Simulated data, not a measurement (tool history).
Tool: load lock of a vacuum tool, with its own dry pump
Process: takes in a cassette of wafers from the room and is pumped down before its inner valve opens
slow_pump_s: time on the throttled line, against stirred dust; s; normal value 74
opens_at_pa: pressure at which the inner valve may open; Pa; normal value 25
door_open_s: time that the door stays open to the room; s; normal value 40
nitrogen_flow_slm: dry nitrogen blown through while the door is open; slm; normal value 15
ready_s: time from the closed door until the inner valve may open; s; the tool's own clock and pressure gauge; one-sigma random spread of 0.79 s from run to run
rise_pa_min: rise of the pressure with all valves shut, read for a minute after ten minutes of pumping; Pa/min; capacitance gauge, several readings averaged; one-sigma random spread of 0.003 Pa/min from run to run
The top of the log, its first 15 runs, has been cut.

| run | day | slow_pump_s | opens_at_pa | door_open_s | nitrogen_flow_slm | hours that the pump has run since its overhaul | times that the door has closed on its seal | incoming humidity of the room's air, % | ready_s | rise_pa_min |
|---|---|---|---|---|---|---|---|---|---|---|
| 16 | 161.896 | 122 | 25 | 40 | 15 | 15245 | 1269 | 46 | 170.4 | 0.031 |
| 17 | 169.433 | 115 | 25 | 234 | 5 | 15426 | 1972 | 44 | 161.9 | 0.119 |
| 18 | 178.838 | 134 | 23 | 40 | 15 | 15651 | 2850 | 46.1 | 181.5 | 0.044 |
| 19 | 186.688 | 54 | 25 | 70 | 15 | 15840 | 3583 | 44.8 | 114.4 | 0.061 |
| 20 | 193.621 | 59 | 29 | 168 | 6 | 16006 | 4230 | 46.5 | 118.6 | 0.118 |
| 21 | 206.346 | 74 | 25 | 110 | 15 | 16311 | 5418 | 43.2 | 132.2 | 0.091 |
| 22 | 213.392 | 74 | 25 | 110 | 15 | 16481 | 6075 | 47.4 | 133.1 | 0.102 |
| 23 | 224.467 | 74 | 44 | 40 | 20 | 16746 | 7109 | 42.3 | 128.4 | 0.094 |
| 24 | 231.875 | 74 | 42 | 40 | 12 | 16924 | 7801 | 45.7 | 128.4 | 0.112 |
| 25 | 242.779 | 74 | 42 | 40 | 12 | 17186 | 8818 | 43.2 | 128.5 | 0.14 |
| 26 | 252.725 | 91 | 25 | 80 | 15 | 17425 | 9747 | 45.3 | 147.2 | 0.163 |
| 27 | 263.217 | 91 | 25 | 80 | 15 | 17676 | 10726 | 46.1 | 148.8 | 0.184 |
| 28 | 270.475 | 91 | 25 | 80 | 15 | 17851 | 11404 | 42.6 | 144.9 | 0.203 |
| 29 | 282.229 | 91 | 23 | 80 | 15 | 18133 | 12501 | 48 | 146.6 | 0.229 |
| 30 | 291.467 | 122 | 25 | 143 | 11 | 18354 | 13363 | 46.5 | 170.3 | 0.284 |
| 31 | 303.946 | 122 | 25 | 31 | 41 | 18654 | 14528 | 47.8 | 172.8 | 0.263 |

4 options for the next run, each taken on its own from the tool as it stands now. Forecast them:
| A | 310.304 | 122 | 46 | 101 | 19 | 18807 | 15121 | 46.7 | ? | ? |
| B | 310.304 | 122 | 35 | 31 | 41 | 18807 | 15121 | 46.5 | ? | ? |
| C | 310.304 | 121 | 25 | 153 | 15 | 18807 | 15121 | 46 | ? | ? |
| D | 310.304 | 74 | 25 | 140 | 15 | 18807 | 15121 | 45 | ? | ? |

| run | ready_s | rise_pa_min |
|---|---|---|
| A | 166.1 | 0.3 |
| B | 170.2 | 0.276 |
| C | 171.6 | 0.319 |
| D | 134 | 0.31 |
Had the tool no hidden state, the same runs would have come out as:
| run | ready_s | rise_pa_min |
|---|---|---|
| A | 156.5 | 0.032 |
| B | 159.9 | 0.007 |
| C | 160.7 | 0.049 |
| D | 121 | 0.043 |
